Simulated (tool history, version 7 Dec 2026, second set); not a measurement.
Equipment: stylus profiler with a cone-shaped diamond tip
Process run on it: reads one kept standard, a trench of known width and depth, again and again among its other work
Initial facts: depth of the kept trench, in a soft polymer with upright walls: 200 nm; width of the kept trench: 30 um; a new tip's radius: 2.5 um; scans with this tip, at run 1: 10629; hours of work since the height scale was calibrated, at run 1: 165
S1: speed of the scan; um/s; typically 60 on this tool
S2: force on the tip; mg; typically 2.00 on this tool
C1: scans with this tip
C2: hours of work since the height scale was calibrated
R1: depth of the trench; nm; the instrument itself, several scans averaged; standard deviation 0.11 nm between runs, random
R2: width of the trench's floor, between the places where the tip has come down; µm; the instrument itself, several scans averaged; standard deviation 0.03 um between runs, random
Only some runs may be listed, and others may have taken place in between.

run 1 hour=0.0 | S1=60 S2=2.00 | C1=10629 C2=165 | R1=202.20 R2=27.55
run 2 hour=53.5 | S1=60 S2=2.00 | C1=10787 C2=202 | R1=202.37 R2=27.65
run 3 hour=102.3 | S1=26 S2=2.00 | C1=10931 C2=235 | R1=202.33 R2=27.80
run 4 hour=145.3 | S1=26 S2=2.00 | C1=11058 C2=264 | R1=202.38 R2=27.91
run 5 hour=215.0 | S1=60 S2=2.00 | C1=11263 C2=312 | R1=202.20 R2=27.60
run 6 hour=300.5 | S1=60 S2=2.00 | C1=11515 C2=370 | R1=202.36 R2=27.62
run 7 hour=389.4 | S1=60 S2=2.00 | C1=11777 C2=430 | R1=202.29 R2=27.54
run 8 hour=465.7 | S1=60 S2=2.00 | C1=12002 C2=482 | R1=202.34 R2=27.61
run 9 hour=531.4 | S1=60 S2=2.00 | C1=12195 C2=527 | R1=202.38 R2=27.60
run 10 hour=595.2 | S1=60 S2=2.00 | C1=12384 C2=570 | R1=202.47 R2=27.58
run 11 hour=653.6 | S1=205 S2=2.00 | C1=12555 C2=610 | R1=202.45 R2=26.51
run 12 hour=713.4 | S1=205 S2=2.00 | C1=12732 C2=650 | R1=202.27 R2=26.54
run 13 hour=757.0 | S1=205 S2=2.00 | C1=12860 C2=680 | R1=202.34 R2=26.58
run 14 hour=853.3 | S1=205 S2=2.00 | C1=13144 C2=745 | R1=202.37 R2=26.52
run 15 hour=950.2 | S1=205 S2=2.00 | C1=13430 C2=811 | R1=202.35 R2=26.55
run 16 hour=1006.3 | S1=48 S2=2.00 | C1=13595 C2=849 | R1=202.37 R2=27.62
run 17 hour=1109.2 | S1=60 S2=1.22 | C1=13898 C2=919 | R1=201.65 R2=27.56
run 18 hour=1157.9 | S1=98 S2=1.22 | C1=14042 C2=952 | R1=201.69 R2=27.12
run 19 hour=1201.6 | S1=80 S2=2.00 | C1=14171 C2=982 | R1=202.42 R2=27.42
run 20 hour=1292.9 | S1=80 S2=1.63 | C1=14440 C2=1044 | R1=201.97 R2=27.39
-- hour=1356.2 height scale calibrated on a step standard
run 21 hour=1356.2 | S1=60 S2=2.00 | C1=14625 C2=0 | R1=202.15 R2=27.62
run 22 hour=1415.2 | S1=60 S2=2.00 | C1=14799 C2=40 | R1=202.50 R2=27.59
run 23 hour=1510.2 | S1=60 S2=2.00 | C1=15079 C2=105 | R1=202.38 R2=27.58
run 24 hour=1564.0 | S1=60 S2=2.00 | C1=15237 C2=141 | R1=202.22 R2=27.60
run 25 hour=1663.7 | S1=37 S2=0.75 | C1=15531 C2=209 | R1=201.11 R2=27.57
run 26 hour=1733.8 | S1=37 S2=0.75 | C1=15738 C2=257 | R1=201.16 R2=27.65
run 27 hour=1790.7 | S1=175 S2=1.08 | C1=15905 C2=295 | R1=201.61 R2=26.30
run 28 hour=1853.4 | S1=175 S2=1.08 | C1=16090 C2=338 | R1=201.45 R2=26.30
run 29 hour=1915.9 | S1=29 S2=0.78 | C1=16274 C2=380 | R1=201.25 R2=27.63
run 30 hour=2018.7 | S1=104 S2=1.08 | C1=16577 C2=450 | R1=201.37 R2=26.99
run 31 hour=2111.8 | S1=20 S2=5.02 | C1=16852 C2=514 | R1=204.55 R2=27.87
run 32 hour=2162.4 | S1=60 S2=5.02 | C1=17001 C2=548 | R1=204.09 R2=27.70
run 33 hour=2250.8 | S1=60 S2=5.02 | C1=17261 C2=608 | R1=204.39 R2=27.75
run 34 hour=2335.9 | S1=22 S2=4.87 | C1=17512 C2=666 | R1=204.40 R2=27.90
run 35 hour=2434.1 | S1=47 S2=1.21 | C1=17802 C2=733 | R1=201.63 R2=27.54
run 36 hour=2502.7 | S1=186 S2=5.51 | C1=18004 C2=779 | R1=204.38 R2=27.23
run 37 hour=2557.5 | S1=112 S2=0.81 | C1=18165 C2=817 | R1=201.38 R2=26.72
run 38 hour=2626.5 | S1=41 S2=1.88 | C1=18369 C2=863 | R1=202.20 R2=27.70
run 39 hour=2690.1 | S1=61 S2=0.98 | C1=18556 C2=907 | R1=201.60 R2=27.40
run 40 hour=2763.5 | S1=61 S2=0.98 | C1=18772 C2=957 | R1=201.35 R2=27.33
run 41 hour=2828.4 | S1=61 S2=0.98 | C1=18964 C2=1001 | R1=201.46 R2=27.36
run 42 hour=2915.0 | S1=61 S2=0.98 | C1=19219 C2=1059 | R1=201.49 R2=27.39
-- hour=2957.9 height scale calibrated on a step standard
run 43 hour=3009.7 | S1=141 S2=2.00 | C1=19497 C2=35 | R1=202.40 R2=26.99
run 44 hour=3073.4 | S1=23 S2=1.21 | C1=19684 C2=78 | R1=201.62 R2=27.75
run 45 hour=3161.0 | S1=15 S2=5.44 | C1=19942 C2=138 | R1=204.58 R2=27.96
run 46 hour=3263.7 | S1=67 S2=2.00 | C1=20245 C2=208 | R1=202.35 R2=27.52

Here are 4 independent what-if runs from the current tool condition. What would each one return?
run A hour=3348.1 | S1=67 S2=1.26 | C1=20494 C2=265 | R1=? R2=?
run B hour=3348.1 | S1=66 S2=5.09 | C1=20494 C2=265 | R1=? R2=?
run C hour=3348.1 | S1=66 S2=1.51 | C1=20494 C2=265 | R1=? R2=?
run D hour=3348.1 | S1=104 S2=1.35 | C1=20494 C2=265 | R1=? R2=?

run=A R1=201.83 R2=27.39
run=B R1=204.22 R2=27.70
run=C R1=202.01 R2=27.50
run=D R1=201.88 R2=27.13
Take away the tool's hidden state, keep each run's random variation, and the runs would have read:
run=A R1=201.84 R2=27.42
run=B R1=204.22 R2=27.73
run=C R1=202.02 R2=27.53
run=D R1=201.88 R2=27.16
